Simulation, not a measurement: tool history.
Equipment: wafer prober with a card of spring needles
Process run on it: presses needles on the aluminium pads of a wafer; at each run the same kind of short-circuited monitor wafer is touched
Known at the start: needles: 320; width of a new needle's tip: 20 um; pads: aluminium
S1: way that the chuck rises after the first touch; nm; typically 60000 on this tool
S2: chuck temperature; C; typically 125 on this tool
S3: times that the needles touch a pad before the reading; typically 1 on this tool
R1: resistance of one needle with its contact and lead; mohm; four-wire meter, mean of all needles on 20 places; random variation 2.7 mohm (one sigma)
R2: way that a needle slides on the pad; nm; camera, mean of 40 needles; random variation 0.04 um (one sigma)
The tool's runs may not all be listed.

| run | hour | S1 | S2 | S3 | R1 | R2 |
|---|---|---|---|---|---|---|
| 1 | 0.0 | 60000 | 125 | 1 | 321 | 12870 |
|  | 2.6 | tips cleaned on abrasive film |
|  | 12.8 | tips cleaned on abrasive film |
|  | 25.6 | tips cleaned on abrasive film |
|  | 38.3 | tips cleaned on abrasive film |
|  | 51.0 | tips cleaned on abrasive film |
| 2 | 54.9 | 60000 | 125 | 1 | 320 | 12840 |
|  | 62.5 | tips cleaned on abrasive film |
|  | 75.1 | tips cleaned on abrasive film |
|  | 87.8 | tips cleaned on abrasive film |
|  | 100.6 | tips cleaned on abrasive film |
| 3 | 102.1 | 60000 | 125 | 1 | 324 | 12840 |
|  | 112.4 | tips cleaned on abrasive film |
|  | 125.1 | tips cleaned on abrasive film |
|  | 137.8 | tips cleaned on abrasive film |
| 4 | 142.0 | 60000 | 122 | 1 | 320 | 12830 |
|  | 149.7 | tips cleaned on abrasive film |
|  | 162.3 | tips cleaned on abrasive film |
|  | 175.0 | tips cleaned on abrasive film |
| 5 | 180.6 | 59000 | 125 | 1 | 321 | 12610 |
|  | 185.5 | tips cleaned on abrasive film |
|  | 198.2 | tips cleaned on abrasive film |
|  | 210.8 | tips cleaned on abrasive film |
|  | 223.6 | tips cleaned on abrasive film |
| 6 | 231.7 | 59000 | 125 | 1 | 319 | 12560 |
|  | 234.3 | tips cleaned on abrasive film |
|  | 246.9 | tips cleaned on abrasive film |
|  | 259.1 | tips cleaned on abrasive film |
| 7 | 259.1 | 59000 | 125 | 1 | 317 | 12570 |
|  | 271.8 | tips cleaned on abrasive film |
|  | 284.5 | tips cleaned on abrasive film |
|  | 294.9 | height of the first contact set anew |
|  | 297.5 | tips cleaned on abrasive film |
| 8 | 299.3 | 70000 | 125 | 1 | 312 | 14910 |
|  | 309.4 | tips cleaned on abrasive film |
|  | 322.1 | tips cleaned on abrasive film |
|  | 334.4 | tips cleaned on abrasive film |
| 9 | 341.7 | 70000 | 125 | 1 | 310 | 14910 |
|  | 346.8 | tips cleaned on abrasive film |
|  | 359.5 | tips cleaned on abrasive film |
|  | 372.0 | tips cleaned on abrasive film |
|  | 384.5 | tips cleaned on abrasive film |
|  | 396.6 | tips cleaned on abrasive film |
| 10 | 396.6 | 70000 | 125 | 1 | 313 | 14870 |
|  | 409.2 | tips cleaned on abrasive film |
|  | 420.2 | tips cleaned on abrasive film |
| 11 | 420.2 | 70000 | 125 | 1 | 313 | 14940 |
|  | 432.6 | tips cleaned on abrasive film |
|  | 445.3 | tips cleaned on abrasive film |
|  | 457.9 | tips cleaned on abrasive film |
| 12 | 463.8 | 60000 | 83 | 1 | 307 | 12790 |
|  | 468.9 | tips cleaned on abrasive film |
|  | 481.6 | tips cleaned on abrasive film |
|  | 494.4 | tips cleaned on abrasive film |
|  | 507.1 | tips cleaned on abrasive film |
|  | 517.8 | tips cleaned on abrasive film |
| 13 | 517.8 | 60000 | 83 | 1 | 311 | 12690 |
|  | 530.5 | tips cleaned on abrasive film |
|  | 543.2 | tips cleaned on abrasive film |
| 14 | 544.5 | 60000 | 83 | 1 | 307 | 12760 |
|  | 554.6 | tips cleaned on abrasive film |
|  | 567.3 | tips cleaned on abrasive film |
|  | 579.9 | tips cleaned on abrasive film |
|  | 590.1 | tips cleaned on abrasive film |
| 15 | 590.4 | 60000 | 83 | 1 | 307 | 12690 |
|  | 600.6 | tips cleaned on abrasive film |
|  | 613.2 | tips cleaned on abrasive film |
| 16 | 615.7 | 57000 | 32 | 1 | 288 | 12030 |
|  | 625.8 | tips cleaned on abrasive film |
|  | 638.5 | tips cleaned on abrasive film |
|  | 651.2 | tips cleaned on abrasive film |
| 17 | 654.8 | 43000 | 32 | 1 | 303 | 9060 |
|  | 662.5 | tips cleaned on abrasive film |
|  | 672.7 | tips cleaned on abrasive film |
|  | 685.4 | tips cleaned on abrasive film |
| 18 | 695.2 | 76000 | 121 | 1 | 311 | 15990 |
|  | 697.9 | tips cleaned on abrasive film |
|  | 710.6 | tips cleaned on abrasive film |
|  | 722.8 | tips cleaned on abrasive film |
| 19 | 726.3 | 76000 | 121 | 1 | 308 | 16040 |
|  | 733.7 | tips cleaned on abrasive film |
|  | 746.3 | tips cleaned on abrasive film |
|  | 746.6 | height of the first contact set anew |
|  | 759.3 | tips cleaned on abrasive film |
| 20 | 761.9 | 76000 | 121 | 1 | 311 | 16080 |
|  | 769.6 | tips cleaned on abrasive film |
|  | 779.8 | tips cleaned on abrasive film |
|  | 792.4 | tips cleaned on abrasive film |
|  | 805.1 | tips cleaned on abrasive film |
|  | 816.4 | tips cleaned on abrasive film |
| 21 | 816.4 | 76000 | 121 | 1 | 317 | 16070 |
|  | 829.1 | tips cleaned on abrasive film |
|  | 841.9 | tips cleaned on abrasive film |
|  | 852.1 | tips cleaned on abrasive film |
|  | 864.6 | tips cleaned on abrasive film |
| 22 | 871.8 | 45000 | 53 | 2 | 309 | 9440 |
|  | 877.0 | tips cleaned on abrasive film |
|  | 889.5 | tips cleaned on abrasive film |
|  | 902.2 | tips cleaned on abrasive film |
|  | 914.6 | tips cleaned on abrasive film |
| 23 | 916.7 | 78000 | 28 | 1 | 283 | 16460 |
|  | 926.9 | tips cleaned on abrasive film |
|  | 939.4 | tips cleaned on abrasive film |
|  | 952.2 | tips cleaned on abrasive film |
| 24 | 956.3 | 60000 | 30 | 2 | 288 | 12520 |
|  | 963.8 | tips cleaned on abrasive film |
|  | 976.6 | tips cleaned on abrasive film |
|  | 986.8 | tips cleaned on abrasive film |
| 25 | 987.5 | 60000 | 30 | 2 | 291 | 12620 |
|  | 997.5 | tips cleaned on abrasive film |
|  | 1010.3 | tips cleaned on abrasive film |
| 26 | 1016.6 | 53000 | 30 | 2 | 292 | 11100 |
|  | 1021.4 | tips cleaned on abrasive film |
|  | 1034.1 | tips cleaned on abrasive film |
|  | 1046.8 | tips cleaned on abrasive film |
| 27 | 1053.6 | 53000 | 30 | 2 | 289 | 11080 |

3 ways to go on from here, each from the tool as it stands after run 27. What would each give?
|  | 1058.7 | tips cleaned on abrasive film |
|  | 1071.3 | tips cleaned on abrasive film |
| A | 1080.3 | 41000 | 48 | 2 | ? | ? |
|  | 1058.7 | tips cleaned on abrasive film |
|  | 1071.3 | tips cleaned on abrasive film |
| B | 1080.3 | 41000 | 85 | 2 | ? | ? |
|  | 1058.7 | tips cleaned on abrasive film |
|  | 1071.3 | tips cleaned on abrasive film |
| C | 1080.3 | 60000 | 74 | 2 | ? | ? |

| run | R1 | R2 |
|---|---|---|
| A | 304 | 8520 |
| B | 321 | 8540 |
| C | 301 | 12530 |
Take away the tool's hidden state, keep each run's random variation, and the runs would have read:
| run | R1 | R2 |
|---|---|---|
| A | 303 | 8720 |
| B | 320 | 8750 |
| C | 300 | 12820 |
